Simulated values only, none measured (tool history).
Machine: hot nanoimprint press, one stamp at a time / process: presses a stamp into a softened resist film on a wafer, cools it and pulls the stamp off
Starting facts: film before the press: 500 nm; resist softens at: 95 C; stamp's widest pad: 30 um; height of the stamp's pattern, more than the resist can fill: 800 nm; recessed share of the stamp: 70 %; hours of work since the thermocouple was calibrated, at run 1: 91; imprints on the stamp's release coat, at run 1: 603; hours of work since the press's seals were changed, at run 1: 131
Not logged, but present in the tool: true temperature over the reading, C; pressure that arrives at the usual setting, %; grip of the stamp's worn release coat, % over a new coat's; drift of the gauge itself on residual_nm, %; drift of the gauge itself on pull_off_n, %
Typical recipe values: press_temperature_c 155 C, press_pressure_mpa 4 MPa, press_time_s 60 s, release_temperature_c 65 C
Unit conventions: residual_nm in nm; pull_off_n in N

run   hour  press_temperature_c  press_pressure_mpa  press_time_s  release_temperature_c  hours of work since the thermocouple was calibrated  imprints on the stamp's release coat  hours of work since the press's seals were changed  residual_nm  pull_off_n
  1      0                  155                   4            60                     65                                                   91                                   603                                                 131        205.9         149
  2    5.8                  155                   4            60                     65                                                   95                                   618                                                 135          207         147
  3   16.8                  155                 5.5            60                     65                                                  103                                   645                                                 143        172.8         149
  4     25                  145                 5.5            60                     65                                                  108                                   665                                                 148        302.9         144
  5   32.5                  152                   4            60                     65                                                  114                                   684                                                 154        242.9         150
  6   42.9                  152                   4            87                     65                                                  121                                   709                                                 161        215.9         152
  7   50.9                  155                4.78            60                     65                                                  127                                   729                                                 167        187.2         150
  8   59.8                  155                3.61            60                     65                                                  133                                   751                                                 173        218.4         150
  9   67.9                  155                3.61            60                     65                                                  139                                   771                                                 179        218.9         159
 10   79.1                  155                   4            60                     65                                                  147                                   799                                                 187          207         154
 11   83.9                  155                6.29            60                     65                                                  150                                   811                                                 190        161.4         161
 12   88.8                  156                   4            60                     65                                                  154                                   823                                                 194        196.9         151
 13   99.4                  148                   4            60                     65                                                  161                                   849                                                 201        303.2         159
 14  108.3                  148                   4            60                     65                                                  167                                   871                                                 207        304.5         162
 15  117.5                  155                   4            60                     65                                                  174                                   894                                                 214        206.8         163
 16  123.1                  157                   4            32                     52                                                  178                                   907                                                 218        232.1         202
 17  128.3                  155                3.29            34                     65                                                  182                                   920                                                 222        280.3         164
 18  138.4                  155                3.29            34                     65                                                  189                                   945                                                 229        278.2         163
 19  148.8                  155                5.27            34                     69                                                  196                                   971                                                 236        218.6         156
 20  159.3                  155                   4            37                     65                                                  204                                   997                                                 244        243.7         166
 21  170.4                  155                3.31            60                     65                                                  211                                  1024                                                 251        234.3         167
 22  178.7                  155                   4            80                     65                                                  217                                  1045                                                 257        188.9         168
 23  189.1                  143                2.68            80                     65                                                  225                                  1070                                                 265        404.3         169
 24  198.1                  143                2.68            80                     65                                                  231                                  1093                                                 271        404.8         171
 25  208.5                  143                2.68            80                     65                                                  238                                  1118                                                 279        402.7         174
 26  217.5                  154                2.68            80                     65                                                  245                                  1141                                                 285        250.7         172
 27  225.4                  153                4.85            80                     72                                                  250                                  1160                                                 290        194.2         146
 28  233.4                  159                4.85            78                     72                                                  256                                  1180                                                 296        137.4         148
 29  240.1                  159                4.85            78                     72                                                  261                                  1196                                                 301        138.1         156
 30    247                  159                4.85            78                     72                                                  266                                  1213                                                 306        137.5         162

Some steps in residual_nm, run to run, broken into two amounts with sign: the step expected even without the hidden condition (settings, incoming material, random variation), and the rest, left for the hidden condition together with whatever gauge scatter is not in both the measured and the hidden-condition-free result:
Run 3 -> 4: press_temperature_c 155 -> 145. residual_nm +130.1 nm: hidden state +1.9, all else +128.2.
Run 12 -> 13: press_temperature_c 156 -> 148. residual_nm +106.3 nm: hidden state +2, all else +104.3.
Run 22 -> 23: press_temperature_c 155 -> 143, press_pressure_mpa 4 -> 2.68. residual_nm +215.4 nm: hidden state +0.6, all else +214.8.
Run 25 -> 26: press_temperature_c 143 -> 154. residual_nm -152 nm: hidden state +0.5, all else -152.5.
Run 27 -> 28: press_temperature_c 153 -> 159, press_time_s 80 -> 78. residual_nm -56.8 nm: hidden state -2.2, all else -54.6.
